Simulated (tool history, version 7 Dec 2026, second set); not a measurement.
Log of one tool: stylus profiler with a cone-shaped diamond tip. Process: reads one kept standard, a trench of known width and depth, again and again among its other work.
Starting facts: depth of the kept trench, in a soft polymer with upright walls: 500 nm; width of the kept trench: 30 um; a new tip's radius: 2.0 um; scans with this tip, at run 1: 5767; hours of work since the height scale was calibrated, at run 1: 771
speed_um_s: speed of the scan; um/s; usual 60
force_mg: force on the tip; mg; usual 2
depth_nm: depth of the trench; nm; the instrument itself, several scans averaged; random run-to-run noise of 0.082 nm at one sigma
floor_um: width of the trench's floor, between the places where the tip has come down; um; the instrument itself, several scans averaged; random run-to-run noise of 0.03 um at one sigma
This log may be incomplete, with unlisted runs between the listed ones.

| run | hour | speed_um_s | force_mg | scans with this tip | hours of work since the height scale was calibrated | depth_nm | floor_um |
|---|---|---|---|---|---|---|---|
| 1 | 0 | 60 | 2 | 5767 | 771 | 505.57 | 26.23 |
| 2 | 69.9 | 60 | 2 | 6115 | 818 | 505.41 | 26.21 |
| 3 | 137.4 | 60 | 2 | 6451 | 863 | 505.39 | 26.15 |
| 4 | 227.2 | 60 | 2 | 6899 | 923 | 505.16 | 26.1 |
| 5 | 317.3 | 60 | 2 | 7347 | 983 | 505.37 | 26.03 |
| 6 | 384.1 | 60 | 2 | 7680 | 1027 | 505.13 | 25.98 |
| 7 | 438.3 | 60 | 2 | 7950 | 1063 | 505.14 | 25.98 |
| 8 | 505.5 | 60 | 2 | 8285 | 1108 | 505.04 | 25.96 |
| 9 | 562.2 | 26 | 1.32 | 8567 | 1146 | 503.71 | 25.99 |
| 10 | 625.8 | 201 | 1.54 | 8884 | 1188 | 504.13 | 25.51 |
|  | 680.5 | height scale calibrated on a step standard |
| 11 | 739.9 | 201 | 1.54 | 9450 | 40 | 505.19 | 25.49 |
| 12 | 866.6 | 201 | 1.54 | 10081 | 124 | 505.14 | 25.38 |
| 13 | 966.3 | 201 | 1.54 | 10577 | 190 | 505.17 | 25.39 |
| 14 | 1060 | 104 | 2.26 | 11044 | 253 | 506.65 | 25.51 |
| 15 | 1172.7 | 57 | 3.71 | 11605 | 328 | 509.18 | 25.5 |
| 16 | 1286.9 | 57 | 3.71 | 12174 | 404 | 509.17 | 25.49 |

Branching from run 16: 3 alternative next runs. What would each branch give?
| A | 1355.2 | 102 | 1.36 | 12514 | 449 | ? | ? |
| B | 1355.2 | 60 | 3.6 | 12514 | 449 | ? | ? |
| C | 1355.2 | 21 | 2 | 12514 | 449 | ? | ? |

| run | depth_nm | floor_um |
|---|---|---|
| A | 504.45 | 25.3 |
| B | 508.99 | 25.45 |
| C | 505.97 | 25.51 |
Without the tool's hidden state the same runs would have given:
| run | depth_nm | floor_um |
|---|---|---|
| A | 504.73 | 27.1 |
| B | 509.27 | 27.25 |
| C | 506.25 | 27.31 |

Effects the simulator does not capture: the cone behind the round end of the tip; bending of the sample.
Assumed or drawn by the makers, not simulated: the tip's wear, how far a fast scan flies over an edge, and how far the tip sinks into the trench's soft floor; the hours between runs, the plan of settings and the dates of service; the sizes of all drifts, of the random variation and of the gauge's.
